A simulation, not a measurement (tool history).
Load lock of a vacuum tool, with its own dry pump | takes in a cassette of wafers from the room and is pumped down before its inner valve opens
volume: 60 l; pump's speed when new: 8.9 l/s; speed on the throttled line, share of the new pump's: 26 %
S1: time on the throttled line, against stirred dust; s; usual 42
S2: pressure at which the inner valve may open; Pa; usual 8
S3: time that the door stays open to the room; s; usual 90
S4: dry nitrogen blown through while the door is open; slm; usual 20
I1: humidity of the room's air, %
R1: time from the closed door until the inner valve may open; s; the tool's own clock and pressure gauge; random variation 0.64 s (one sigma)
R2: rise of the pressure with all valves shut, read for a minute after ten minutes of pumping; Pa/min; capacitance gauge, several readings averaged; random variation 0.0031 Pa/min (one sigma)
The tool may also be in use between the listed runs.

{"run": 1, "hour": 0.0, "S1": 42, "S2": 8, "S3": 90, "S4": 20, "I1": 42.7, "R1": 100.5, "R2": 0.068}
{"run": 2, "hour": 63.6, "S1": 42, "S2": 8, "S3": 90, "S4": 20, "I1": 44.5, "R1": 100.2, "R2": 0.068}
{"run": 3, "hour": 118.5, "S1": 42, "S2": 8, "S3": 90, "S4": 20, "I1": 46.3, "R1": 98.6, "R2": 0.082}
{"run": 4, "hour": 197.6, "S1": 42, "S2": 8, "S3": 90, "S4": 20, "I1": 40.4, "R1": 100.4, "R2": 0.059}
{"run": 5, "hour": 272.8, "S1": 42, "S2": 8, "S3": 90, "S4": 20, "I1": 47.8, "R1": 99.6, "R2": 0.078}
{"run": 6, "hour": 346.7, "S1": 42, "S2": 8, "S3": 90, "S4": 20, "I1": 44.4, "R1": 100.4, "R2": 0.075}
{"run": 7, "hour": 411.3, "S1": 42, "S2": 8, "S3": 90, "S4": 20, "I1": 45.3, "R1": 99.5, "R2": 0.073}
{"run": 8, "hour": 495.9, "S1": 42, "S2": 8, "S3": 90, "S4": 20, "I1": 43.3, "R1": 100.3, "R2": 0.071}
{"run": 9, "hour": 583.0, "S1": 42, "S2": 8, "S3": 90, "S4": 6, "I1": 47.4, "R1": 100.1, "R2": 0.099}
{"run": 10, "hour": 635.4, "S1": 42, "S2": 8, "S3": 90, "S4": 6, "I1": 41.4, "R1": 100.5, "R2": 0.087}
{"run": 11, "hour": 711.0, "S1": 42, "S2": 8, "S3": 90, "S4": 6, "I1": 45.5, "R1": 100.3, "R2": 0.1}
{"run": 12, "hour": 776.5, "S1": 42, "S2": 8, "S3": 90, "S4": 6, "I1": 45.3, "R1": 100.8, "R2": 0.096}
{"run": 13, "hour": 838.2, "S1": 42, "S2": 8, "S3": 53, "S4": 20, "I1": 44.9, "R1": 100.9, "R2": 0.064}
{"run": 14, "hour": 915.9, "S1": 42, "S2": 8, "S3": 53, "S4": 20, "I1": 46.3, "R1": 101.4, "R2": 0.072}
{"run": 15, "hour": 1008.2, "S1": 42, "S2": 8, "S3": 53, "S4": 20, "I1": 42.4, "R1": 100.6, "R2": 0.061}
{"run": 16, "hour": 1075.3, "S1": 39, "S2": 8, "S3": 53, "S4": 20, "I1": 47.6, "R1": 98, "R2": 0.07}
{"run": 17, "hour": 1133.5, "S1": 39, "S2": 8, "S3": 53, "S4": 20, "I1": 44.4, "R1": 98.1, "R2": 0.063}
{"run": 18, "hour": 1237.8, "S1": 39, "S2": 8, "S3": 53, "S4": 20, "I1": 48.2, "R1": 99, "R2": 0.073}
{"run": 19, "hour": 1346.2, "S1": 39, "S2": 8, "S3": 53, "S4": 20, "I1": 48.5, "R1": 98.7, "R2": 0.07}
{"run": 20, "hour": 1452.4, "S1": 39, "S2": 8, "S3": 53, "S4": 20, "I1": 43.6, "R1": 97.7, "R2": 0.067}
{"run": 21, "hour": 1552.4, "S1": 39, "S2": 8, "S3": 53, "S4": 20, "I1": 45.6, "R1": 98.2, "R2": 0.069}
{"run": 22, "hour": 1600.0, "S1": 42, "S2": 13, "S3": 90, "S4": 9, "I1": 45.1, "R1": 97.8, "R2": 0.101}
{"run": 23, "hour": 1677.1, "S1": 42, "S2": 9, "S3": 90, "S4": 20, "I1": 43.4, "R1": 101.7, "R2": 0.088}
{"run": 24, "hour": 1771.6, "S1": 42, "S2": 13, "S3": 117, "S4": 20, "I1": 43.2, "R1": 97, "R2": 0.091}
{"run": 25, "hour": 1841.1, "S1": 80, "S2": 6, "S3": 51, "S4": 11, "I1": 44.3, "R1": 129.6, "R2": 0.082}
{"run": 26, "hour": 1914.4, "S1": 21, "S2": 8, "S3": 48, "S4": 20, "I1": 47.2, "R1": 87, "R2": 0.079}
{"run": 27, "hour": 1990.5, "S1": 21, "S2": 8, "S3": 48, "S4": 20, "I1": 46.4, "R1": 85.9, "R2": 0.074}
{"run": 28, "hour": 2054.7, "S1": 26, "S2": 12, "S3": 90, "S4": 10, "I1": 47.2, "R1": 85.6, "R2": 0.103}
{"run": 29, "hour": 2108.0, "S1": 26, "S2": 12, "S3": 113, "S4": 10, "I1": 47.6, "R1": 87.4, "R2": 0.12}
{"run": 30, "hour": 2175.2, "S1": 42, "S2": 13, "S3": 130, "S4": 20, "I1": 46.2, "R1": 97.6, "R2": 0.106}
{"run": 31, "hour": 2260.7, "S1": 42, "S2": 8, "S3": 84, "S4": 5, "I1": 43.1, "R1": 100.2, "R2": 0.108}
{"run": 32, "hour": 2331.1, "S1": 25, "S2": 10, "S3": 197, "S4": 29, "I1": 43.4, "R1": 87.1, "R2": 0.111}
{"run": 33, "hour": 2423.5, "S1": 25, "S2": 10, "S3": 197, "S4": 29, "I1": 45.3, "R1": 87.9, "R2": 0.113}
{"run": 34, "hour": 2476.7, "S1": 25, "S2": 10, "S3": 197, "S4": 29, "I1": 43.4, "R1": 86.6, "R2": 0.111}
{"run": 35, "hour": 2544.7, "S1": 76, "S2": 10, "S3": 197, "S4": 29, "I1": 47.4, "R1": 122.7, "R2": 0.122}
{"run": 36, "hour": 2615.1, "S1": 76, "S2": 7, "S3": 88, "S4": 7, "I1": 43.8, "R1": 126.8, "R2": 0.112}
{"run": 37, "hour": 2663.2, "S1": 47, "S2": 11, "S3": 143, "S4": 10, "I1": 44.5, "R1": 101.2, "R2": 0.129}
{"run": 38, "hour": 2774.9, "S1": 47, "S2": 11, "S3": 143, "S4": 10, "I1": 44, "R1": 102.1, "R2": 0.126}

Hidden state or all else? Some run-to-run changes of R1, split into what the settings, what came in and random variation would give without the hidden state, and what is left for the hidden state (with any gauge scatter that isn't in both results):
The hidden state here: pump's speed, % of a new pump's; leak at the door's seal, Pa l/s; drift of the gauge itself on ready_s, %; drift of the gauge itself on rise_pa_min, %.
Run 24 -> 25: S1 42 -> 80, S2 13 -> 6, S3 117 -> 51, S4 20 -> 11. R1 +32.6 s: hidden state -0.5, all else +33.1.
Run 25 -> 26: S1 80 -> 21, S2 6 -> 8, S3 51 -> 48, S4 11 -> 20. R1 -42.6 s: hidden state +1.7, all else -44.3.
Run 27 -> 28: S1 21 -> 26, S2 8 -> 12, S3 48 -> 90, S4 20 -> 10. R1 -0.3 s: hidden state -0.6, all else +0.3.
Run 34 -> 35: S1 25 -> 76. R1 +36.1 s: hidden state -1.8, all else +37.9.

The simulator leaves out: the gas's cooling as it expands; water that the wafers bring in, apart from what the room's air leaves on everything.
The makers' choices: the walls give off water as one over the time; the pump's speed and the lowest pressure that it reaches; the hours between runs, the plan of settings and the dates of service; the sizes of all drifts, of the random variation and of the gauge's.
